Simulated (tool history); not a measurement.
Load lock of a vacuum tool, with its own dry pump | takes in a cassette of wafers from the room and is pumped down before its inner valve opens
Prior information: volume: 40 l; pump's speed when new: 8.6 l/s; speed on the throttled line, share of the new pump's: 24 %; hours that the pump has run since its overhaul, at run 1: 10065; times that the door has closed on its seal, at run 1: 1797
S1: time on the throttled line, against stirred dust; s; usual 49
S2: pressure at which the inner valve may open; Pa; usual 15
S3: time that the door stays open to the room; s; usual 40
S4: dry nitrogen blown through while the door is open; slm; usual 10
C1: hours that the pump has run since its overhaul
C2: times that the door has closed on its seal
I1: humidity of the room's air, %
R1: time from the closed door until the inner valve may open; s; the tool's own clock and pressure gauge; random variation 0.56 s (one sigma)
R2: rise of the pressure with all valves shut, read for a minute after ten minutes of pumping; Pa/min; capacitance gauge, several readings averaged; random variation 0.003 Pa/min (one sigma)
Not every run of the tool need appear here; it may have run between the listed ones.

Run 1, hour 0: usual settings; C1 10065; C2 1797; I1 43.3. Result: R1 83.6 s, R2 0.031 Pa/min.
Run 2, hour 95.4: usual settings; C1 10161; C2 1906; I1 45.4. Result: R1 82.4 s, R2 0.031 Pa/min.
Run 3, hour 160: usual settings but S3 153 s; C1 10225; C2 1980; I1 46.6. Result: R1 83.3 s, R2 0.071 Pa/min.
Run 4, hour 217.8: usual settings but S2 19 Pa, S3 153 s; C1 10283; C2 2047; I1 43.5. Result: R1 81.6 s, R2 0.069 Pa/min.
Run 5, hour 264.1: usual settings but S1 76 s; C1 10329; C2 2100; I1 46.1. Result: R1 102.4 s, R2 0.033 Pa/min.
Run 6, hour 311.8: usual settings but S1 76 s; C1 10377; C2 2155; I1 43.9. Result: R1 102.7 s, R2 0.032 Pa/min.
Run 7, hour 367.8: usual settings; C1 10433; C2 2219; I1 47.8. Result: R1 83.8 s, R2 0.031 Pa/min.
Run 8, hour 417.6: usual settings but S1 67 s; C1 10483; C2 2276; I1 46.5. Result: R1 95.6 s, R2 0.028 Pa/min.
Run 9, hour 503.6: usual settings; C1 10569; C2 2375; I1 43. Result: R1 82.9 s, R2 0.031 Pa/min.
Run 10, hour 564.7: usual settings; C1 10630; C2 2445; I1 45. Result: R1 83.6 s, R2 0.03 Pa/min.
Run 11, hour 667.2: usual settings; C1 10733; C2 2563; I1 41.9. Result: R1 83.4 s, R2 0.033 Pa/min.
Run 12, hour 756.5: usual settings; C1 10822; C2 2666; I1 49.1. Result: R1 84.2 s, R2 0.034 Pa/min.
Run 13, hour 803.4: usual settings; C1 10869; C2 2719; I1 42.7. Result: R1 82.6 s, R2 0.032 Pa/min.
Run 14, hour 908.8: usual settings; C1 10974; C2 2841; I1 46.6. Result: R1 83.8 s, R2 0.035 Pa/min.
Run 15, hour 963.6: usual settings; C1 11029; C2 2903; I1 41.6. Result: R1 82.5 s, R2 0.031 Pa/min.
Run 16, hour 1009.6: usual settings but S4 38 slm; C1 11075; C2 2956; I1 44.2. Result: R1 82.9 s, R2 0.019 Pa/min.
Run 17, hour 1102.8: usual settings but S4 38 slm; C1 11168; C2 3063; I1 45.8. Result: R1 84.2 s, R2 0.031 Pa/min.
Run 18, hour 1169.6: usual settings but S2 16 Pa; C1 11235; C2 3140; I1 43.7. Result: R1 82.3 s, R2 0.033 Pa/min.
Run 19, hour 1216.2: usual settings but S1 87 s, S2 16 Pa, S3 35 s; C1 11282; C2 3194; I1 44.9. Result: R1 109.4 s, R2 0.033 Pa/min.
Run 20, hour 1272.3: usual settings but S1 62 s, S2 11 Pa; C1 11338; C2 3258; I1 45.2. Result: R1 94.7 s, R2 0.031 Pa/min.
Run 21, hour 1317.4: usual settings but S1 62 s, S2 11 Pa; C1 11383; C2 3310; I1 43. Result: R1 93.7 s, R2 0.037 Pa/min.
Run 22, hour 1389.5: usual settings but S1 62 s, S2 11 Pa; C1 11455; C2 3393; I1 47.2. Result: R1 94.8 s, R2 0.037 Pa/min.
Run 23, hour 1459.8: usual settings but S1 94 s, S2 18 Pa, S3 149 s, S4 5 slm; C1 11525; C2 3473; I1 43.7. Result: R1 116.2 s, R2 0.084 Pa/min.
Run 24, hour 1508: usual settings but S1 94 s, S2 18 Pa, S3 149 s, S4 5 slm; C1 11573; C2 3529; I1 43. Result: R1 114.4 s, R2 0.076 Pa/min.
Run 25, hour 1603.2: usual settings but S1 94 s, S2 18 Pa, S3 149 s, S4 5 slm; C1 11669; C2 3638; I1 46.7. Result: R1 114.9 s, R2 0.085 Pa/min.
Run 26, hour 1702.5: usual settings but S1 94 s, S2 28 Pa, S3 149 s, S4 11 slm; C1 11768; C2 3752; I1 43.5. Result: R1 113.5 s, R2 0.072 Pa/min.
Run 27, hour 1777.7: usual settings but S1 31 s, S2 11 Pa, S4 20 slm; C1 11843; C2 3838; I1 40.9. Result: R1 72 s, R2 0.028 Pa/min.
Run 28, hour 1822.9: usual settings but S1 31 s, S2 11 Pa, S3 81 s, S4 20 slm; C1 11888; C2 3890; I1 47.7. Result: R1 72.1 s, R2 0.042 Pa/min.
Run 29, hour 1876.3: usual settings but S1 25 s, S3 183 s; C1 11942; C2 3952; I1 41.8. Result: R1 66 s, R2 0.08 Pa/min.
Run 30, hour 1976.3: usual settings but S1 52 s, S3 56 s; C1 12042; C2 4066; I1 43.3. Result: R1 86.5 s, R2 0.045 Pa/min.
Run 31, hour 2079.8: usual settings but S1 52 s, S3 56 s; C1 12145; C2 4185; I1 44.8. Result: R1 85.2 s, R2 0.039 Pa/min.

What will run 32 give?
Run 32, hour 2175.7: usual settings but S1 27 s, S3 56 s, S4 22 slm; C1 12241; C2 4296; I1 44.4. Result: R1 ?, R2 ?.

Run 32 measured R1 67.5 s, R2 0.038 Pa/min.
If the tool had no hidden condition, the same run with the same run-to-run variation would have returned R1 61.8 s, R2 0.024 Pa/min.

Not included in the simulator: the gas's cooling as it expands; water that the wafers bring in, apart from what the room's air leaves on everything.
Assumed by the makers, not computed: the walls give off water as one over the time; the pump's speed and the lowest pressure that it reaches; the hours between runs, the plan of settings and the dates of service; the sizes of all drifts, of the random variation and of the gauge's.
